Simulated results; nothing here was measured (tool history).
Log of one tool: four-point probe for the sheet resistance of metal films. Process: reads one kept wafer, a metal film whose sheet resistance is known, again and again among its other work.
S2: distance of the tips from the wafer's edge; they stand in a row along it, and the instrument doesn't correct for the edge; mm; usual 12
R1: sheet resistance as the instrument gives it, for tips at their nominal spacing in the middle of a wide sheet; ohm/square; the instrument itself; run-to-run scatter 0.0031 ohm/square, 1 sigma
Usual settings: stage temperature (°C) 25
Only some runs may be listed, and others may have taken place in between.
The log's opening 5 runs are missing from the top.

{"run": 6, "hour": 171.9, "stage temperature (°C)": 31, "S2": 12, "R1": 15.396824}
{"run": 7, "hour": 200.5, "stage temperature (°C)": 31, "S2": 12, "R1": 15.389065}
{"run": 8, "hour": 227.3, "stage temperature (°C)": 21, "S2": 12, "R1": 15.594763}
{"run": 9, "hour": 254.2, "stage temperature (°C)": 21, "S2": 12, "R1": 15.582242}
{"run": 10, "hour": 290.2, "stage temperature (°C)": 25, "S2": 12, "R1": 15.501726}
{"run": 11, "hour": 310.5, "stage temperature (°C)": 25, "S2": 12, "R1": 15.498018}
{"hour": 315.7, "done": "new probe head fitted"}
{"run": 12, "hour": 333.6, "stage temperature (°C)": 25, "S2": 12, "R1": 15.666137}
{"run": 13, "hour": 374.1, "stage temperature (°C)": 25, "S2": 12, "R1": 15.662815}
{"run": 14, "hour": 413.2, "stage temperature (°C)": 25, "S2": 4, "R1": 15.768554}
{"run": 15, "hour": 435.2, "stage temperature (°C)": 25, "S2": 4, "R1": 15.76797}
{"run": 16, "hour": 472.9, "stage temperature (°C)": 26, "S2": 28, "R1": 15.617362}
{"run": 17, "hour": 499.7, "stage temperature (°C)": 18, "S2": 26, "R1": 15.78487}
{"run": 18, "hour": 538.3, "stage temperature (°C)": 18, "S2": 26, "R1": 15.778934}
{"hour": 540.9, "done": "stage's thermometer calibrated"}
{"run": 19, "hour": 585.2, "stage temperature (°C)": 20, "S2": 15, "R1": 15.719306}
{"run": 20, "hour": 604.3, "stage temperature (°C)": 23, "S2": 8, "R1": 15.68434}
{"hour": 612.0, "done": "stage's thermometer calibrated, once more"}
{"run": 21, "hour": 638.9, "stage temperature (°C)": 22, "S2": 13, "R1": 15.701615}
{"run": 22, "hour": 676.8, "stage temperature (°C)": 21, "S2": 5, "R1": 15.790867}
{"run": 23, "hour": 710.3, "stage temperature (°C)": 21, "S2": 5, "R1": 15.786833}
{"run": 24, "hour": 730.9, "stage temperature (°C)": 26, "S2": 5, "R1": 15.67863}
{"run": 25, "hour": 761.5, "stage temperature (°C)": 19, "S2": 72, "R1": 15.739124}
{"run": 26, "hour": 801.1, "stage temperature (°C)": 19, "S2": 72, "R1": 15.733372}
{"run": 27, "hour": 838.8, "stage temperature (°C)": 19, "S2": 72, "R1": 15.735245}
{"run": 28, "hour": 872.1, "stage temperature (°C)": 28, "S2": 47, "R1": 15.534789}
{"run": 29, "hour": 918.5, "stage temperature (°C)": 26, "S2": 29, "R1": 15.566664}
{"run": 30, "hour": 943.2, "stage temperature (°C)": 26, "S2": 29, "R1": 15.574149}

Below are 4 alternative next runs, each starting from the tool's condition after run 30. Predict each:
{"run": "A", "hour": 962.4, "stage temperature (°C)": 26, "S2": 29, "R1": "?"}
{"run": "B", "hour": 962.4, "stage temperature (°C)": 30, "S2": 5, "R1": "?"}
{"run": "C", "hour": 962.4, "stage temperature (°C)": 20, "S2": 4, "R1": "?"}
{"run": "D", "hour": 962.4, "stage temperature (°C)": 34, "S2": 5, "R1": "?"}

run=A R1=15.567289
run=B R1=15.564963
run=C R1=15.827834
run=D R1=15.484751
The same runs, with their run-to-run variation unchanged, on a tool lacking any hidden condition would have given:
run=A R1=15.713032
run=B R1=15.710619
run=C R1=15.975935
run=D R1=15.629649

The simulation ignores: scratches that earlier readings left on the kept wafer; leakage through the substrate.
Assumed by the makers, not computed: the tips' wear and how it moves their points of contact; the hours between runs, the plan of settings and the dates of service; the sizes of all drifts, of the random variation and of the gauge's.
